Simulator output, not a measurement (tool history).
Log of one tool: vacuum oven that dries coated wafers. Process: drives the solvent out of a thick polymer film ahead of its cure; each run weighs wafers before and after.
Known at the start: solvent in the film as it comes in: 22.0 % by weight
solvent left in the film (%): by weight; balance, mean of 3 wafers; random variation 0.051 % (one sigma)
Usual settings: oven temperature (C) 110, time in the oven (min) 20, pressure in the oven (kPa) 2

run	hour	oven temperature (C)	time in the oven (min)	pressure in the oven (kPa)	solvent left in the film (%)
1	0	110	20	2	1.7
2	9	110	20	2	1.66
3	18.2	110	20	2	1.64
4	28.1	110	31	2	0.74
5	39.3	110	31	2	0.68
6	50.5	110	20	1.1	1.44
7	57.1	104	20	1.1	2.85
# hour 61.3: oven's thermocouples calibrated
8	69.5	110	20	2	1.37
9	76.8	110	20	2	1.29
10	87	110	20	2	1.37
11	101.3	110	20	2	1.36
12	108.8	116	23	2	0.59
13	120.6	116	22	1.46	0.47
14	127.1	114	20	6.52	1.84
15	140.4	114	20	6.52	1.87
16	154.4	121	20	1.29	0.31
17	164.4	121	20	1.29	0.33
18	173.3	110	18	2	1.79
19	182.9	97	18	2	6.02
20	190.3	109	22	6.36	2.46
21	203.3	109	22	6.36	2.44
22	211	109	22	6.36	2.47

Forecast each of these 4 alternatives for the next run:
A	220.5	107	14	1.19	?
B	220.5	111	13	7.6	?
C	220.5	109	22	3.49	?
D	220.5	110	12	2	?

run	solvent left in the film (%)
A	3.54
B	4.04
C	1.75
D	3.45
Without the tool's hidden state the same runs would have given:
run	solvent left in the film (%)
A	3.37
B	3.89
C	1.65
D	3.3

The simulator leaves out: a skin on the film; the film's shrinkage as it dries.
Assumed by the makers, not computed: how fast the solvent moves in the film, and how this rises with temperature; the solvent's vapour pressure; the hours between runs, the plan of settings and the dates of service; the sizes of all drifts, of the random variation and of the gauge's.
